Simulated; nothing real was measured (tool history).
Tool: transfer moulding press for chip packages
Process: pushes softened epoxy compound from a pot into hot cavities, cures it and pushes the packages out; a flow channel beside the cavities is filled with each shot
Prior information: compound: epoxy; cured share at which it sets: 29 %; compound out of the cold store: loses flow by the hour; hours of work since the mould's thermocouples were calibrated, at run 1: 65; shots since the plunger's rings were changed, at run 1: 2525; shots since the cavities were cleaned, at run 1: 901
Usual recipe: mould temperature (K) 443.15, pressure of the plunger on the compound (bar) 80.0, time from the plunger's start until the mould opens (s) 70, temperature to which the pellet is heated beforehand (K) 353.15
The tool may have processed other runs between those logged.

run,hour,mould temperature (K),pressure of the plunger on the compound (bar),time from the plunger's start until the mould opens (s),temperature to which the pellet is heated beforehand (K),hours of work since the mould's thermocouples were calibrated,shots since the plunger's rings were changed,shots since the cavities were cleaned,incoming compound's hours out of the cold store,length that the compound runs in the flow channel (mm),greatest force on the pins that push the packages out (N)
1,0.0,443.15,80.0,70,353.15,65,2525,901,45.3,571,337
# hour 4.4: cavities cleaned with cleaning compound and waxed
2,12.7,443.15,80.0,70,353.15,72,2716,141,23.4,621,272
3,25.0,443.15,80.0,70,353.15,81,2925,350,9.6,662,308
# hour 35.3: plunger's sealing rings changed
4,35.7,443.15,80.0,70,353.15,87,7,490,27.8,646,317
5,45.1,443.15,80.0,70,353.15,93,167,650,21.2,660,338
6,58.4,443.15,80.0,70,353.15,102,391,874,21.0,654,357
# hour 63.8: cavities cleaned with cleaning compound and waxed
7,66.4,443.15,80.0,70,353.15,107,503,44,27.9,636,259
8,78.3,443.15,80.0,70,353.15,115,705,246,24.1,646,305
9,86.4,443.15,80.0,70,353.15,120,843,384,20.8,654,326
10,92.0,443.15,80.0,70,353.15,124,938,479,10.4,681,357
11,100.9,443.15,80.0,70,353.15,130,1089,630,16.1,665,335
12,109.2,443.15,80.0,70,353.15,136,1230,771,15.3,661,350
# hour 120.5: cavities cleaned with cleaning compound and waxed
13,121.7,443.15,80.0,70,353.15,144,1417,20,33.0,614,252
14,133.9,443.15,80.0,70,353.15,152,1625,228,39.6,597,284
15,145.8,443.15,78.2,64,353.15,160,1828,431,24.8,628,400
16,158.5,443.15,78.2,64,353.15,169,2043,646,44.8,570,383
17,170.6,443.15,78.2,64,353.15,177,2250,853,11.6,654,429
# hour 177.9: cavities cleaned with cleaning compound and waxed
18,184.7,447.15,74.5,67,347.15,186,2464,117,41.4,553,240
19,197.3,447.15,74.5,67,347.15,195,2678,331,39.5,556,275
20,208.2,447.15,74.5,67,347.15,202,2863,516,30.2,573,272
# hour 221.6: plunger's sealing rings changed
21,222.8,438.15,80.0,70,353.15,211,22,723,38.8,635,483
22,229.3,443.15,80.0,105,353.15,215,132,833,14.0,683,267
23,235.0,443.15,80.0,105,353.15,219,229,930,42.8,602,257
# hour 237.7: cavities cleaned with cleaning compound and waxed
24,244.8,443.15,80.2,70,346.15,225,369,121,42.9,604,269
25,252.4,443.15,61.3,70,346.15,230,498,250,38.2,537,296
26,262.5,445.15,61.3,70,346.15,237,670,422,8.1,599,304
27,275.1,451.15,80.0,70,353.15,245,885,637,25.2,617,261
28,282.9,448.15,85.6,78,352.15,251,1018,770,16.3,671,272

Alternative continuations, all from the tool just after run 28; predict every row:
# hour 294.5: cavities cleaned with cleaning compound and waxed
A,295.5,443.15,62.9,79,358.15,258,1206,17,43.3,?,?
# hour 294.5: cavities cleaned with cleaning compound and waxed
B,295.5,445.15,71.8,78,343.15,258,1206,17,44.6,?,?
# hour 294.5: cavities cleaned with cleaning compound and waxed
C,295.5,448.15,85.6,59,352.15,258,1206,17,8.3,?,?
# hour 294.5: cavities cleaned with cleaning compound and waxed
D,295.5,441.15,80.0,70,353.15,258,1206,17,34.7,?,?

run,length that the compound runs in the flow channel (mm),greatest force on the pins that push the packages out (N)
A,526,215
B,553,211
C,695,277
D,621,281
Stripped of hidden state, with their random variation kept, the same runs would have yielded:
run,length that the compound runs in the flow channel (mm),greatest force on the pins that push the packages out (N)
A,537,208
B,564,204
C,709,263
D,634,267
